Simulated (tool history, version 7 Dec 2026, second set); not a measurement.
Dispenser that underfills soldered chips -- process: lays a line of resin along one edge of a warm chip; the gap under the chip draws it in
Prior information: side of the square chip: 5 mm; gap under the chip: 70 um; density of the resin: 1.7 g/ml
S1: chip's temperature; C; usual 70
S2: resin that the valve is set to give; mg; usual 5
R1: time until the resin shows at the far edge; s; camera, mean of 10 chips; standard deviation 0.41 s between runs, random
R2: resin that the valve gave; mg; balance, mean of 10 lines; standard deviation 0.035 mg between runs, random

{"run": 1, "hour": 0.0, "S1": 70, "S2": 5, "R1": 52.2, "R2": 4.75}
{"hour": 4.4, "done": "new syringe of resin"}
{"run": 2, "hour": 12.3, "S1": 70, "S2": 5, "R1": 46.6, "R2": 4.78}
{"hour": 19.4, "done": "new syringe of resin"}
{"run": 3, "hour": 25.8, "S1": 70, "S2": 5, "R1": 43.3, "R2": 4.74}
{"hour": 34.1, "done": "new syringe of resin"}
{"run": 4, "hour": 40.0, "S1": 70, "S2": 5.57, "R1": 41.1, "R2": 5.17}
{"hour": 48.9, "done": "new syringe of resin"}
{"run": 5, "hour": 52.1, "S1": 70, "S2": 5.57, "R1": 37.5, "R2": 5.15}
{"run": 6, "hour": 62.9, "S1": 70, "S2": 5.57, "R1": 64, "R2": 5.15}
{"hour": 64.0, "done": "new syringe of resin"}
{"run": 7, "hour": 71.3, "S1": 70, "S2": 5.57, "R1": 44.9, "R2": 5.03}
{"hour": 73.5, "done": "dispensing valve cleaned and set on the balance"}
{"hour": 80.1, "done": "new syringe of resin"}
{"run": 8, "hour": 80.3, "S1": 70, "S2": 5.57, "R1": 31.3, "R2": 5.58}
{"hour": 95.2, "done": "new syringe of resin"}
{"run": 9, "hour": 95.2, "S1": 70, "S2": 6.16, "R1": 31.5, "R2": 6.11}
{"run": 10, "hour": 103.2, "S1": 70, "S2": 6.16, "R1": 47.5, "R2": 6.11}
{"hour": 110.6, "done": "new syringe of resin"}
{"run": 11, "hour": 117.9, "S1": 69, "S2": 6.16, "R1": 46.7, "R2": 5.98}
{"hour": 125.9, "done": "new syringe of resin"}
{"run": 12, "hour": 129.7, "S1": 69, "S2": 5.08, "R1": 39.3, "R2": 4.89}
{"hour": 140.5, "done": "new syringe of resin"}
{"run": 13, "hour": 144.3, "S1": 70, "S2": 4.57, "R1": 38.6, "R2": 4.33}
{"hour": 155.5, "done": "new syringe of resin"}
{"run": 14, "hour": 156.6, "S1": 70, "S2": 4.57, "R1": 32.9, "R2": 4.3}
{"run": 15, "hour": 164.7, "S1": 76, "S2": 5, "R1": 41.9, "R2": 4.76}
{"hour": 170.0, "done": "new syringe of resin"}
{"run": 16, "hour": 171.1, "S1": 64, "S2": 6.01, "R1": 41.3, "R2": 5.71}
{"run": 17, "hour": 178.7, "S1": 64, "S2": 6.01, "R1": 61.3, "R2": 5.68}
{"hour": 184.7, "done": "new syringe of resin"}
{"run": 18, "hour": 192.0, "S1": 64, "S2": 6.01, "R1": 55.8, "R2": 5.65}
{"hour": 199.9, "done": "new syringe of resin"}
{"run": 19, "hour": 205.4, "S1": 64, "S2": 6.01, "R1": 52.2, "R2": 5.58}
{"run": 20, "hour": 213.5, "S1": 64, "S2": 6.01, "R1": 78.8, "R2": 5.64}
{"hour": 214.5, "done": "new syringe of resin"}
{"run": 21, "hour": 224.8, "S1": 64, "S2": 6.01, "R1": 67.3, "R2": 5.52}
{"hour": 229.3, "done": "new syringe of resin"}
{"hour": 233.6, "done": "dispensing valve cleaned and set on the balance"}
{"run": 22, "hour": 234.1, "S1": 68, "S2": 4.46, "R1": 42.9, "R2": 4.45}
{"run": 23, "hour": 240.8, "S1": 68, "S2": 5.21, "R1": 58.5, "R2": 5.16}
{"hour": 245.2, "done": "new syringe of resin"}
{"run": 24, "hour": 249.6, "S1": 73, "S2": 4.21, "R1": 36.5, "R2": 4.12}
{"hour": 260.7, "done": "new syringe of resin"}
{"run": 25, "hour": 264.3, "S1": 67, "S2": 4.4, "R1": 43.8, "R2": 4.34}
{"hour": 275.1, "done": "new syringe of resin"}
{"run": 26, "hour": 277.7, "S1": 67, "S2": 4.4, "R1": 41.3, "R2": 4.32}
{"hour": 290.1, "done": "new syringe of resin"}
{"run": 27, "hour": 291.6, "S1": 67, "S2": 4.4, "R1": 38.2, "R2": 4.27}
{"run": 28, "hour": 301.7, "S1": 59, "S2": 4.34, "R1": 87, "R2": 4.23}
{"hour": 305.3, "done": "new syringe of resin"}
{"run": 29, "hour": 316.3, "S1": 58, "S2": 6.13, "R1": 85.3, "R2": 5.84}
{"hour": 320.1, "done": "new syringe of resin"}
{"run": 30, "hour": 324.2, "S1": 63, "S2": 5.57, "R1": 51.2, "R2": 5.3}

Predict each of these 3 candidate next runs independently; none follows another, all start after run 30:
{"run": "A", "hour": 333.2, "S1": 81, "S2": 4.92, "R1": "?", "R2": "?"}
{"run": "B", "hour": 333.2, "S1": 56, "S2": 6.06, "R1": "?", "R2": "?"}
{"run": "C", "hour": 333.2, "S1": 73, "S2": 5.46, "R1": "?", "R2": "?"}

run=A R1=44.2 R2=4.65
run=B R1=103.7 R2=5.73
run=C R1=57.4 R2=5.22
Take away the tool's hidden state, keep each run's random variation, and the runs would have read:
run=A R1=19.2 R2=4.91
run=B R1=44.7 R2=6.04
run=C R1=25 R2=5.51

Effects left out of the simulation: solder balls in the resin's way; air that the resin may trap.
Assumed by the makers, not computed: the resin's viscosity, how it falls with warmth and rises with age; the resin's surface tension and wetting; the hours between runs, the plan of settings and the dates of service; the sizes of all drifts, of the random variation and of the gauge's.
